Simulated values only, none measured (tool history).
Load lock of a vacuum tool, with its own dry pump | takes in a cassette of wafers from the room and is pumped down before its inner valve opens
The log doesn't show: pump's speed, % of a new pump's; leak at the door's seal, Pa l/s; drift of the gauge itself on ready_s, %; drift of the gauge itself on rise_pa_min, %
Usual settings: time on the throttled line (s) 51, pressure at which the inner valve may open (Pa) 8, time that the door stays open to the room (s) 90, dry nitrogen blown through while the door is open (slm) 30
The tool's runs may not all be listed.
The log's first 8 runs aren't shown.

run    hour  time on the throttled line (s)  pressure at which the inner valve may open (Pa)  time that the door stays open to the room (s)  dry nitrogen blown through while the door is open (slm)  hours that the pump has run since its overhaul  times that the door has closed on its seal  incoming humidity of the room's air, %  time from the closed door until the inner valve may open (s)  rise of the pressure with all valves shut (Pa/min)
  9  2302.8                              65                                                8                                             90                                                       10                                           15581                                       33130                                    46.7                                                         116.3                                               0.239
 10  2490.8                              65                                               10                                             90                                                       10                                           15769                                       33728                                    40.9                                                         113.7                                               0.243
 11  2705.9                              65                                               10                                             90                                                       10                                           15984                                       34411                                    44.4                                                         114.1                                               0.255
 12  2987.9                              51                                                8                                             90                                                       30                                           16266                                       35307                                    46.4                                                         106.4                                               0.249
 13  3373.7                              51                                                8                                             90                                                        4                                           16652                                       36532                                    44.6                                                         105.5                                               0.284
 14  3535.9                              51                                                8                                             90                                                        4                                           16814                                       37048                                    42.7                                                         106.1                                                0.29
 15  3723.8                              51                                                8                                             90                                                        4                                           17002                                       37644                                    42.5                                                         106.9                                               0.294
 16  4022.8                              51                                                7                                             90                                                       30                                           17301                                       38594                                    43.4                                                         108.5                                               0.293
 17  4344.5                              51                                                7                                             90                                                       30                                           17623                                       39616                                    43.4                                                         108.4                                               0.307
 18  4668.9                              51                                                8                                            141                                                       30                                           17947                                       40646                                    43.1                                                         108.1                                               0.311
 19  4837.5                              35                                               11                                             96                                                        5                                           18116                                       41182                                    47.4                                                          93.7                                                0.35
 20  5074.6                              93                                               11                                             96                                                        5                                           18353                                       41935                                    45.3                                                         136.4                                               0.353
 21    5307                              51                                                6                                             26                                                       14                                           18585                                       42673                                    41.4                                                         111.4                                                0.33
 22  5499.3                              51                                                8                                             64                                                       30                                           18777                                       43284                                    45.3                                                         108.2                                               0.345
 23  5881.7                              51                                                8                                             90                                                       30                                           19160                                       44499                                      46                                                         109.6                                               0.362
 24  6220.5                              51                                                8                                             90                                                       30                                           19499                                       45575                                    44.7                                                         109.5                                               0.382
 25  6443.2                              51                                                7                                             90                                                       12                                           19721                                       46282                                    45.7                                                         110.3                                               0.406
 26  6629.3                              81                                                8                                            170                                                       35                                           19907                                       46874                                    42.7                                                         128.8                                               0.401
 27  6927.5                              79                                                8                                            211                                                        8                                           20206                                       47821                                      44                                                           132                                               0.432
     7038.1  -- dry pump taken out, an overhauled one fitted
 28  7104.7                              79                                                8                                            211                                                        8                                              67                                       48365                                    46.5                                                         116.2                                               0.437
 29  7412.6                              33                                                8                                             93                                                       30                                             374                                       49343                                    43.7                                                          82.2                                                0.43
 30  7662.7                              47                                                9                                            212                                                       30                                             625                                       50137                                    45.3                                                          93.7                                               0.453

The next listed run, before its measurement:
 31  7898.8                              75                                                9                                             90                                                       19                                             861                                       50887                                      44                                                             ?                                                   ?

Run 31 gave time from the closed door until the inner valve may open (s) 115.2, rise of the pressure with all valves shut (Pa/min) 0.457.
Without the tool's hidden state the same run would have given time from the closed door until the inner valve may open (s) 114.7, rise of the pressure with all valves shut (Pa/min) 0.019.

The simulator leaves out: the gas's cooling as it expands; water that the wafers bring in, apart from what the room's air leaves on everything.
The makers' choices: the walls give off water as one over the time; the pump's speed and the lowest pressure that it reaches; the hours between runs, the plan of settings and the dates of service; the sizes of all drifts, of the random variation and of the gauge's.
